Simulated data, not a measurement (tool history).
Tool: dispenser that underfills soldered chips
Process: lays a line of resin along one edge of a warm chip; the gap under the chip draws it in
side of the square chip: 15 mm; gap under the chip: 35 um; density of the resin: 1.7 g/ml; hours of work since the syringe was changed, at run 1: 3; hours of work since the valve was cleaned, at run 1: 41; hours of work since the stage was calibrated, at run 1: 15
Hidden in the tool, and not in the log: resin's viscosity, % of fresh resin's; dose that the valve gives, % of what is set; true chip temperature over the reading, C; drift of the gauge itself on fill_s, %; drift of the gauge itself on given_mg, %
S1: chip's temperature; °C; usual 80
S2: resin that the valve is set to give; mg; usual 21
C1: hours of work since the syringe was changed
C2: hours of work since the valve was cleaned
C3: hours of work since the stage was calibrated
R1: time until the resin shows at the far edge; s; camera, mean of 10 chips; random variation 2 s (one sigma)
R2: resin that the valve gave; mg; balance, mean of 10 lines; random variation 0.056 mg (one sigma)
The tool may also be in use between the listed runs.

run	hour	S1	S2	C1	C2	C3	R1	R2
1	0	80	21	3	41	15	237	20.32
2	5.4	80	21	6	45	19	272.6	20.06
# hour 6.2: new syringe of resin
3	9.6	80	21	2	47	21	227.7	20.11
4	15	80	21	6	50	25	259.8	20.12
# hour 16.8: new syringe of resin
5	18.5	80	21	1	52	27	215.6	20.05
6	23.5	80	21	4	56	30	247.4	19.95
# hour 27.3: new syringe of resin
7	28.4	80	21	1	59	33	209.5	19.79
# hour 31.8: dispensing valve cleaned and set on the balance
8	35.3	75	21	5	2	37	298.8	20.82
# hour 38.7: new syringe of resin
9	38.7	80	25.1	0	4	39	196	25.16
10	43.1	80	21	3	7	42	229.2	20.81
11	48.4	80	19.6	6	10	45	267.5	19.4
# hour 49: new syringe of resin
12	53.1	80	21	3	13	48	225.8	20.78
13	58.8	95	24.8	6	17	51	148.4	24.35
# hour 59.4: new syringe of resin
14	64.3	90	22	3	20	55	159.1	21.6
15	69.4	69	22	6	23	58	420.6	21.46
# hour 70.1: new syringe of resin
16	73.4	69	22	2	26	60	349	21.42
17	79	69	22	6	29	64	408.3	21.32
# hour 80.5: new syringe of resin
18	86	69	22	3	34	68	364.9	21.23
19	89.7	69	22	6	36	71	412	21.08
# hour 90.8: new syringe of resin
20	93	80	25.9	1	38	73	211.5	24.8

Run 21 comes next. What will it give?
21	98.2	81	20.1	5	41	76	?	?

Run 21 gave R1 242.8 s, R2 19.17 mg.
Without the tool's hidden state the same run would have given R1 192.8 s, R2 20.02 mg.
